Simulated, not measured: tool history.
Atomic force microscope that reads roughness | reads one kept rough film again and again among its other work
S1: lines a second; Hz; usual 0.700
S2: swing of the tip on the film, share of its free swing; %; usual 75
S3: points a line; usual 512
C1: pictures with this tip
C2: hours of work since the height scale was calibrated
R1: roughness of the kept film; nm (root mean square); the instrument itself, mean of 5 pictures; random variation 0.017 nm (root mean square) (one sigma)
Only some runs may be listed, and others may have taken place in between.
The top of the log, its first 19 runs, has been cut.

run	hour	S1	S2	S3	C1	C2	R1
20	611.0	0.700	75	512	299	868	4.150
21	644.3	1.404	75	287	342	882	3.948
# hour 662.0: new tip fitted
22	681.7	1.404	68	595	25	898	4.104
23	700.6	0.969	86	313	50	906	3.899
24	732.8	0.969	86	313	91	920	3.876
25	755.5	0.969	86	313	121	930	3.895
26	797.4	0.969	70	808	175	948	4.138
27	834.5	0.515	60	394	222	964	4.318
28	865.7	0.515	60	394	263	978	4.285
29	900.9	1.027	58	394	308	993	4.230
# hour 944.7: new tip fitted
30	944.7	1.027	58	889	0	1012	4.239
31	983.4	0.516	62	794	50	1028	4.295
32	1004.2	0.834	70	1018	77	1037	4.176
33	1026.3	0.834	70	314	105	1047	4.174
34	1067.1	0.834	70	314	158	1065	4.197
35	1096.9	1.343	89	524	196	1077	3.642
36	1131.8	1.343	89	524	241	1093	3.647
37	1170.0	1.343	89	524	290	1109	3.636
38	1193.3	1.343	89	524	320	1119	3.636
# hour 1228.4: new tip fitted
39	1230.0	2.446	65	587	2	1135	3.960
40	1267.5	3.442	75	512	50	1151	3.499

Consider 3 possible next runs. They are alternatives, not a sequence: every one starts from the tool as it was left by run 40. What does each give?
A	1287.3	3.442	85	787	76	1160	?
B	1287.3	2.128	68	257	76	1160	?
C	1287.3	1.573	89	467	76	1160	?

run	R1
A	3.086
B	3.951
C	3.549
Without the tool's unlogged condition, the same runs would have read:
run	R1
A	3.090
B	3.956
C	3.554

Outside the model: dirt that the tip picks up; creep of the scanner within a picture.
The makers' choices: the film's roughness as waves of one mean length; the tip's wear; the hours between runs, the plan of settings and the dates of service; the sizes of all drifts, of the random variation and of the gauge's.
